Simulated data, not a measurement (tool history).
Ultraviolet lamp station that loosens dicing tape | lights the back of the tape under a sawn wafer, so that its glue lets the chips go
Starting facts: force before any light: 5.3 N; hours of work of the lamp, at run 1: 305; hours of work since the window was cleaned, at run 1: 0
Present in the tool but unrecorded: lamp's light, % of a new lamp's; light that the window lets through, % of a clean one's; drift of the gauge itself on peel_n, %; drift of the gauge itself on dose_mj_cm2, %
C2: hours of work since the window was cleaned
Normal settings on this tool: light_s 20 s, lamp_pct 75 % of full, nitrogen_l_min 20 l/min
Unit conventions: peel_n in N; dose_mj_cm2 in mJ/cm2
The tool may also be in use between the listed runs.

run 1 hour=0 | light_s=20 lamp_pct=75 nitrogen_l_min=20 | hours_of_work_of_the_lamp=305 C2=0 | peel_n=0.704 dose_mj_cm2=482
run 2 hour=48.5 | light_s=20 lamp_pct=73 nitrogen_l_min=20 | hours_of_work_of_the_lamp=335 C2=30 | peel_n=0.717 dose_mj_cm2=466
run 3 hour=118.1 | light_s=20 lamp_pct=73 nitrogen_l_min=20 | hours_of_work_of_the_lamp=378 C2=72 | peel_n=0.715 dose_mj_cm2=469
run 4 hour=156.2 | light_s=14 lamp_pct=75 nitrogen_l_min=20 | hours_of_work_of_the_lamp=401 C2=96 | peel_n=1.22 dose_mj_cm2=337
run 5 hour=230.2 | light_s=14 lamp_pct=75 nitrogen_l_min=20 | hours_of_work_of_the_lamp=446 C2=141 | peel_n=1.224 dose_mj_cm2=337
run 6 hour=285.1 | light_s=14 lamp_pct=75 nitrogen_l_min=20 | hours_of_work_of_the_lamp=480 C2=175 | peel_n=1.2 dose_mj_cm2=336
run 7 hour=325.7 | light_s=14 lamp_pct=75 nitrogen_l_min=20 | hours_of_work_of_the_lamp=505 C2=200 | peel_n=1.24 dose_mj_cm2=337
run 8 hour=370.4 | light_s=14 lamp_pct=75 nitrogen_l_min=20 | hours_of_work_of_the_lamp=532 C2=227 | peel_n=1.236 dose_mj_cm2=338
run 9 hour=438.4 | light_s=20 lamp_pct=75 nitrogen_l_min=20 | hours_of_work_of_the_lamp=574 C2=269 | peel_n=0.678 dose_mj_cm2=476
run 10 hour=497.9 | light_s=20 lamp_pct=75 nitrogen_l_min=20 | hours_of_work_of_the_lamp=610 C2=305 | peel_n=0.697 dose_mj_cm2=481
run 11 hour=561.9 | light_s=20 lamp_pct=75 nitrogen_l_min=20 | hours_of_work_of_the_lamp=650 C2=344 | peel_n=0.686 dose_mj_cm2=481
run 12 hour=641.8 | light_s=20 lamp_pct=75 nitrogen_l_min=20 | hours_of_work_of_the_lamp=698 C2=393 | peel_n=0.682 dose_mj_cm2=475
run 13 hour=714.4 | light_s=20 lamp_pct=80 nitrogen_l_min=20 | hours_of_work_of_the_lamp=743 C2=438 | peel_n=0.61 dose_mj_cm2=510
run 14 hour=794.5 | light_s=20 lamp_pct=80 nitrogen_l_min=20 | hours_of_work_of_the_lamp=792 C2=487 | peel_n=0.612 dose_mj_cm2=507
run 15 hour=866.4 | light_s=20 lamp_pct=75 nitrogen_l_min=7 | hours_of_work_of_the_lamp=836 C2=531 | peel_n=1.11 dose_mj_cm2=484
run 16 hour=955 | light_s=20 lamp_pct=75 nitrogen_l_min=33 | hours_of_work_of_the_lamp=890 C2=585 | peel_n=0.579 dose_mj_cm2=475
run 17 hour=1035.4 | light_s=20 lamp_pct=75 nitrogen_l_min=33 | hours_of_work_of_the_lamp=940 C2=634 | peel_n=0.586 dose_mj_cm2=485
run 18 hour=1103.1 | light_s=20 lamp_pct=75 nitrogen_l_min=33 | hours_of_work_of_the_lamp=981 C2=676 | peel_n=0.57 dose_mj_cm2=479
-- hour=1111.2 window cleaned of glue's vapour
run 19 hour=1174.4 | light_s=20 lamp_pct=75 nitrogen_l_min=33 | hours_of_work_of_the_lamp=1024 C2=39 | peel_n=0.578 dose_mj_cm2=481
run 20 hour=1212.8 | light_s=20 lamp_pct=75 nitrogen_l_min=20 | hours_of_work_of_the_lamp=1048 C2=62 | peel_n=0.672 dose_mj_cm2=478
run 21 hour=1297.9 | light_s=20 lamp_pct=75 nitrogen_l_min=20 | hours_of_work_of_the_lamp=1100 C2=114 | peel_n=0.693 dose_mj_cm2=484
run 22 hour=1354.4 | light_s=20 lamp_pct=75 nitrogen_l_min=20 | hours_of_work_of_the_lamp=1135 C2=149 | peel_n=0.675 dose_mj_cm2=484
run 23 hour=1424.3 | light_s=20 lamp_pct=75 nitrogen_l_min=20 | hours_of_work_of_the_lamp=1177 C2=192 | peel_n=0.707 dose_mj_cm2=479
run 24 hour=1490.3 | light_s=37 lamp_pct=89 nitrogen_l_min=6 | hours_of_work_of_the_lamp=1218 C2=232 | peel_n=0.266 dose_mj_cm2=1061
run 25 hour=1533.1 | light_s=27 lamp_pct=75 nitrogen_l_min=20 | hours_of_work_of_the_lamp=1244 C2=258 | peel_n=0.369 dose_mj_cm2=645
run 26 hour=1616.2 | light_s=22 lamp_pct=81 nitrogen_l_min=26 | hours_of_work_of_the_lamp=1295 C2=309 | peel_n=0.442 dose_mj_cm2=567
run 27 hour=1671.1 | light_s=33 lamp_pct=90 nitrogen_l_min=37 | hours_of_work_of_the_lamp=1329 C2=343 | peel_n=0.144 dose_mj_cm2=952
run 28 hour=1737.9 | light_s=33 lamp_pct=90 nitrogen_l_min=37 | hours_of_work_of_the_lamp=1369 C2=384 | peel_n=0.146 dose_mj_cm2=950
run 29 hour=1778.7 | light_s=27 lamp_pct=64 nitrogen_l_min=37 | hours_of_work_of_the_lamp=1394 C2=409 | peel_n=0.418 dose_mj_cm2=550
run 30 hour=1853.5 | light_s=15 lamp_pct=69 nitrogen_l_min=10 | hours_of_work_of_the_lamp=1440 C2=455 | peel_n=1.548 dose_mj_cm2=333
run 31 hour=1893 | light_s=20 lamp_pct=72 nitrogen_l_min=20 | hours_of_work_of_the_lamp=1464 C2=479 | peel_n=0.735 dose_mj_cm2=462
run 32 hour=1932.1 | light_s=20 lamp_pct=72 nitrogen_l_min=20 | hours_of_work_of_the_lamp=1488 C2=503 | peel_n=0.758 dose_mj_cm2=460
run 33 hour=2015 | light_s=20 lamp_pct=72 nitrogen_l_min=20 | hours_of_work_of_the_lamp=1539 C2=554 | peel_n=0.729 dose_mj_cm2=460
run 34 hour=2071.1 | light_s=20 lamp_pct=66 nitrogen_l_min=20 | hours_of_work_of_the_lamp=1574 C2=588 | peel_n=0.857 dose_mj_cm2=419
run 35 hour=2115 | light_s=20 lamp_pct=66 nitrogen_l_min=20 | hours_of_work_of_the_lamp=1600 C2=615 | peel_n=0.849 dose_mj_cm2=420
run 36 hour=2163.6 | light_s=20 lamp_pct=68 nitrogen_l_min=10 | hours_of_work_of_the_lamp=1630 C2=645 | peel_n=1.061 dose_mj_cm2=434
-- hour=2225.7 window cleaned of glue's vapour
run 37 hour=2239.6 | light_s=27 lamp_pct=75 nitrogen_l_min=24 | hours_of_work_of_the_lamp=1676 C2=9 | peel_n=0.355 dose_mj_cm2=649
run 38 hour=2280 | light_s=34 lamp_pct=75 nitrogen_l_min=20 | hours_of_work_of_the_lamp=1701 C2=33 | peel_n=0.247 dose_mj_cm2=807
run 39 hour=2319 | light_s=34 lamp_pct=75 nitrogen_l_min=20 | hours_of_work_of_the_lamp=1725 C2=57 | peel_n=0.246 dose_mj_cm2=818
run 40 hour=2364.6 | light_s=17 lamp_pct=75 nitrogen_l_min=15 | hours_of_work_of_the_lamp=1753 C2=85 | peel_n=1.026 dose_mj_cm2=410
run 41 hour=2440.9 | light_s=10 lamp_pct=75 nitrogen_l_min=26 | hours_of_work_of_the_lamp=1800 C2=132 | peel_n=1.802 dose_mj_cm2=240
-- hour=2488.3 lamp changed
run 42 hour=2492.5 | light_s=15 lamp_pct=74 nitrogen_l_min=26 | hours_of_work_of_the_lamp=3 C2=163 | peel_n=1.007 dose_mj_cm2=356

Consider 5 possible next runs. They are alternatives, not a sequence: every one starts from the tool as it was left by run 42. What does each give?
run A hour=2545.9 | light_s=18 lamp_pct=74 nitrogen_l_min=31 | hours_of_work_of_the_lamp=35 C2=195 | peel_n=? dose_mj_cm2=?
run B hour=2545.9 | light_s=13 lamp_pct=98 nitrogen_l_min=35 | hours_of_work_of_the_lamp=35 C2=195 | peel_n=? dose_mj_cm2=?
run C hour=2545.9 | light_s=30 lamp_pct=66 nitrogen_l_min=14 | hours_of_work_of_the_lamp=35 C2=195 | peel_n=? dose_mj_cm2=?
run D hour=2545.9 | light_s=20 lamp_pct=68 nitrogen_l_min=16 | hours_of_work_of_the_lamp=35 C2=195 | peel_n=? dose_mj_cm2=?
run E hour=2545.9 | light_s=12 lamp_pct=75 nitrogen_l_min=12 | hours_of_work_of_the_lamp=35 C2=195 | peel_n=? dose_mj_cm2=?

run=A peel_n=0.723 dose_mj_cm2=431
run=B peel_n=0.789 dose_mj_cm2=408
run=C peel_n=0.468 dose_mj_cm2=634
run=D peel_n=0.891 dose_mj_cm2=437
run=E peel_n=1.696 dose_mj_cm2=289
With no hidden state in the tool, these same runs would have given:
run=A peel_n=0.723 dose_mj_cm2=431
run=B peel_n=0.788 dose_mj_cm2=408
run=C peel_n=0.468 dose_mj_cm2=634
run=D peel_n=0.89 dose_mj_cm2=437
run=E peel_n=1.696 dose_mj_cm2=289

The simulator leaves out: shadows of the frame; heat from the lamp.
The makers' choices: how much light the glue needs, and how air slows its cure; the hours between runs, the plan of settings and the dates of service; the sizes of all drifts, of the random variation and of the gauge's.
